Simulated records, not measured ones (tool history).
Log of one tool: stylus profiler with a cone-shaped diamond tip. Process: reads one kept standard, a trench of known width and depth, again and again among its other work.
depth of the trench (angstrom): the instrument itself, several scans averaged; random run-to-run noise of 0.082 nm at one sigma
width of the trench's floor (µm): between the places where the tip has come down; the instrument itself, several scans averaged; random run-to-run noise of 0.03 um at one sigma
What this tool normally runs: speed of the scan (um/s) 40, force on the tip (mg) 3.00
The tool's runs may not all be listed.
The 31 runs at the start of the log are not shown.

run	hour	speed of the scan (um/s)	force on the tip (mg)	scans with this tip	hours of work since the height scale was calibrated	depth of the trench (angstrom)	width of the trench's floor (µm)
32	1381.5	110	2.57	5545	593	2031.1	27.27
33	1426.0	110	2.57	5859	627	2029.4	27.35
34	1479.2	34	2.57	6236	667	2030.2	27.69
35	1508.0	44	2.57	6440	689	2030.0	27.57
36	1538.9	11	1.35	6659	712	2017.5	27.62
37	1599.9	11	2.99	7090	758	2034.7	27.74
38	1660.6	15	4.06	7520	804	2042.6	27.63
39	1715.0	74	7.56	7905	846	2065.5	27.51
40	1755.7	13	2.19	8193	876	2024.2	27.70
41	1802.2	117	3.00	8523	912	2032.1	27.09
42	1860.8	117	3.00	8938	956	2031.6	27.11
43	1892.6	117	3.00	9163	980	2031.5	27.11
44	1945.0	117	3.00	9534	1020	2031.8	27.06
45	1979.6	117	3.00	9779	1046	2031.5	27.06

Consider 4 possible next runs. They are alternatives, not a sequence: every one starts from the tool as it was left by run 45. What does each give?
A	2032.8	59	1.21	10155	1086	?	?
B	2032.8	66	5.79	10155	1086	?	?
C	2032.8	35	3.00	10155	1086	?	?
D	2032.8	60	3.67	10155	1086	?	?

run	depth of the trench (angstrom)	width of the trench's floor (µm)
A	2014.8	27.13
B	2052.2	27.37
C	2031.7	27.38
D	2037.7	27.34
Had the tool no hidden state, the same runs would have come out as:
run	depth of the trench (angstrom)	width of the trench's floor (µm)
A	2022.7	27.84
B	2060.2	28.07
C	2039.6	28.09
D	2045.6	28.04

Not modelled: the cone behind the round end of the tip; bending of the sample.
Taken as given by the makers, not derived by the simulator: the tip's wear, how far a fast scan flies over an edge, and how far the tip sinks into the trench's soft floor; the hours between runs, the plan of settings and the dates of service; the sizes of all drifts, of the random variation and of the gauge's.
